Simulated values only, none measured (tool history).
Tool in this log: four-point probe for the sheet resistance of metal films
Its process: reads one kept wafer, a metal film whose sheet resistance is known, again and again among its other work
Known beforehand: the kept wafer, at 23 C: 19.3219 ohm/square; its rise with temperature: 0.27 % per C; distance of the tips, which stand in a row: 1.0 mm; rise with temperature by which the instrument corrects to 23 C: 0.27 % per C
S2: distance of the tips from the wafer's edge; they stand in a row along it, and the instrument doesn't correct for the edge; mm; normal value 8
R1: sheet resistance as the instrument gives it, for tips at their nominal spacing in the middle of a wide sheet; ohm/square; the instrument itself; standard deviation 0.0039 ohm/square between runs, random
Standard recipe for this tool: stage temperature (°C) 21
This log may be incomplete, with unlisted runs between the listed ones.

{"run": 1, "hour": 0.0, "stage temperature (°C)": 21, "S2": 8, "R1": 19.431547}
{"run": 2, "hour": 14.1, "stage temperature (°C)": 21, "S2": 8, "R1": 19.420947}
{"run": 3, "hour": 24.8, "stage temperature (°C)": 21, "S2": 16, "R1": 19.308542}
{"run": 4, "hour": 40.0, "stage temperature (°C)": 21, "S2": 12, "R1": 19.33587}
{"run": 5, "hour": 54.8, "stage temperature (°C)": 21, "S2": 8, "R1": 19.428272}
{"run": 6, "hour": 69.5, "stage temperature (°C)": 21, "S2": 8, "R1": 19.423319}
{"run": 7, "hour": 92.4, "stage temperature (°C)": 21, "S2": 8, "R1": 19.429703}
{"run": 8, "hour": 109.5, "stage temperature (°C)": 21, "S2": 8, "R1": 19.429939}
{"run": 9, "hour": 120.6, "stage temperature (°C)": 21, "S2": 8, "R1": 19.425061}
{"run": 10, "hour": 130.6, "stage temperature (°C)": 21, "S2": 8, "R1": 19.419907}
{"run": 11, "hour": 145.8, "stage temperature (°C)": 21, "S2": 8, "R1": 19.42742}
{"run": 12, "hour": 157.0, "stage temperature (°C)": 21, "S2": 8, "R1": 19.427494}
{"run": 13, "hour": 179.6, "stage temperature (°C)": 21, "S2": 17, "R1": 19.300466}
{"run": 14, "hour": 197.6, "stage temperature (°C)": 21, "S2": 17, "R1": 19.294594}
{"run": 15, "hour": 214.2, "stage temperature (°C)": 21, "S2": 17, "R1": 19.294828}
{"run": 16, "hour": 225.4, "stage temperature (°C)": 34, "S2": 17, "R1": 19.288655}
{"hour": 227.7, "done": "stage's thermometer calibrated"}
{"run": 17, "hour": 235.2, "stage temperature (°C)": 34, "S2": 17, "R1": 19.308306}
{"run": 18, "hour": 253.9, "stage temperature (°C)": 21, "S2": 8, "R1": 19.427129}
{"run": 19, "hour": 273.2, "stage temperature (°C)": 21, "S2": 8, "R1": 19.425694}
{"hour": 275.6, "done": "stage's thermometer calibrated, once more"}
{"run": 20, "hour": 295.0, "stage temperature (°C)": 21, "S2": 5, "R1": 19.658126}
{"run": 21, "hour": 310.1, "stage temperature (°C)": 21, "S2": 69, "R1": 19.247361}
{"run": 22, "hour": 329.6, "stage temperature (°C)": 21, "S2": 69, "R1": 19.248124}
{"run": 23, "hour": 339.6, "stage temperature (°C)": 21, "S2": 69, "R1": 19.248973}
{"run": 24, "hour": 359.9, "stage temperature (°C)": 21, "S2": 69, "R1": 19.246114}
{"run": 25, "hour": 375.9, "stage temperature (°C)": 28, "S2": 24, "R1": 19.255577}
{"run": 26, "hour": 397.2, "stage temperature (°C)": 28, "S2": 24, "R1": 19.263544}
{"run": 27, "hour": 413.4, "stage temperature (°C)": 23, "S2": 23, "R1": 19.251256}
{"run": 28, "hour": 433.0, "stage temperature (°C)": 23, "S2": 23, "R1": 19.262562}
{"run": 29, "hour": 445.3, "stage temperature (°C)": 33, "S2": 42, "R1": 19.256202}
{"run": 30, "hour": 466.5, "stage temperature (°C)": 33, "S2": 42, "R1": 19.253627}
{"run": 31, "hour": 485.5, "stage temperature (°C)": 24, "S2": 42, "R1": 19.249523}
{"run": 32, "hour": 496.4, "stage temperature (°C)": 34, "S2": 23, "R1": 19.265798}
{"run": 33, "hour": 512.1, "stage temperature (°C)": 25, "S2": 8, "R1": 19.409273}
{"run": 34, "hour": 524.3, "stage temperature (°C)": 25, "S2": 8, "R1": 19.398769}
{"run": 35, "hour": 542.6, "stage temperature (°C)": 20, "S2": 8, "R1": 19.394504}
{"run": 36, "hour": 561.7, "stage temperature (°C)": 21, "S2": 6, "R1": 19.524497}
{"run": 37, "hour": 584.0, "stage temperature (°C)": 21, "S2": 6, "R1": 19.52727}
{"run": 38, "hour": 596.3, "stage temperature (°C)": 32, "S2": 39, "R1": 19.241598}
{"run": 39, "hour": 617.2, "stage temperature (°C)": 20, "S2": 5, "R1": 19.649493}
{"run": 40, "hour": 633.5, "stage temperature (°C)": 27, "S2": 3, "R1": 20.322997}
{"run": 41, "hour": 653.1, "stage temperature (°C)": 23, "S2": 5, "R1": 19.649748}
{"run": 42, "hour": 672.6, "stage temperature (°C)": 31, "S2": 4, "R1": 19.866551}
{"run": 43, "hour": 689.4, "stage temperature (°C)": 24, "S2": 8, "R1": 19.4037}
{"run": 44, "hour": 710.3, "stage temperature (°C)": 21, "S2": 12, "R1": 19.312055}
{"run": 45, "hour": 733.1, "stage temperature (°C)": 35, "S2": 8, "R1": 19.401457}

Each row is a separate what-if for the run after 45, all from the same tool condition, not one after another. Results?
{"run": "A", "hour": 742.4, "stage temperature (°C)": 24, "S2": 57, "R1": "?"}
{"run": "B", "hour": 742.4, "stage temperature (°C)": 26, "S2": 4, "R1": "?"}
{"run": "C", "hour": 742.4, "stage temperature (°C)": 35, "S2": 8, "R1": "?"}

run=A R1=19.236625
run=B R1=19.865784
run=C R1=19.403396
Stripped of hidden state, with their random variation kept, the same runs would have yielded:
run=A R1=19.320266
run=B R1=19.951956
run=C R1=19.487889
